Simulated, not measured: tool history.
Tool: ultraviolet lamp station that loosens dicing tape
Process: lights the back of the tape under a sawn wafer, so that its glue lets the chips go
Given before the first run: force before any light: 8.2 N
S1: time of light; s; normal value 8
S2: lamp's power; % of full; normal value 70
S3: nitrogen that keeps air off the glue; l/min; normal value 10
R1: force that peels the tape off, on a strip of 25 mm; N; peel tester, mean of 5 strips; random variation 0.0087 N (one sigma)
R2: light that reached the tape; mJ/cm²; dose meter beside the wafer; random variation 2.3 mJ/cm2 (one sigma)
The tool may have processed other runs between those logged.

run 1 hour=0 | S1=8 S2=70 S3=10 | R1=0.495 R2=189
run 2 hour=57.7 | S1=8 S2=70 S3=10 | R1=0.518 R2=184
run 3 hour=104.3 | S1=8 S2=70 S3=10 | R1=0.536 R2=188
run 4 hour=152.7 | S1=8 S2=70 S3=19 | R1=0.328 R2=178
run 5 hour=204.9 | S1=8 S2=91 S3=10 | R1=0.32 R2=226
run 6 hour=264.1 | S1=12 S2=70 S3=10 | R1=0.242 R2=254
run 7 hour=359.2 | S1=8 S2=70 S3=10 | R1=0.704 R2=159
run 8 hour=414.2 | S1=8 S2=70 S3=10 | R1=0.762 R2=156
run 9 hour=474.7 | S1=12 S2=61 S3=15 | R1=0.318 R2=195
run 10 hour=560.1 | S1=12 S2=91 S3=14 | R1=0.142 R2=278
-- hour=566.7 window cleaned of glue's vapour
run 11 hour=605.7 | S1=12 S2=91 S3=14 | R1=0.119 R2=322
run 12 hour=704.5 | S1=12 S2=91 S3=14 | R1=0.128 R2=306
run 13 hour=770.6 | S1=5 S2=66 S3=4 | R1=2.955 R2=88
run 14 hour=829.7 | S1=4 S2=61 S3=13 | R1=2.759 R2=67
-- hour=873.1 lamp changed
run 15 hour=895.4 | S1=4 S2=61 S3=13 | R1=1.853 R2=85
run 16 hour=952.1 | S1=4 S2=61 S3=13 | R1=1.897 R2=83

Each row is a separate what-if for the run after 16, all from the same tool condition, not one after another. Results?
run A hour=1051.6 | S1=9 S2=61 S3=5 | R1=? R2=?
run B hour=1051.6 | S1=10 S2=61 S3=13 | R1=? R2=?
run C hour=1051.6 | S1=4 S2=61 S3=9 | R1=? R2=?
run D hour=1051.6 | S1=4 S2=84 S3=4 | R1=? R2=?

run=A R1=1.001 R2=182
run=B R1=0.35 R2=204
run=C R1=2.443 R2=83
run=D R1=2.551 R2=111
Had the tool no hidden state, the same runs would have come out as:
run=A R1=0.74 R2=210
run=B R1=0.246 R2=236
run=C R1=2.032 R2=95
run=D R1=2.123 R2=128

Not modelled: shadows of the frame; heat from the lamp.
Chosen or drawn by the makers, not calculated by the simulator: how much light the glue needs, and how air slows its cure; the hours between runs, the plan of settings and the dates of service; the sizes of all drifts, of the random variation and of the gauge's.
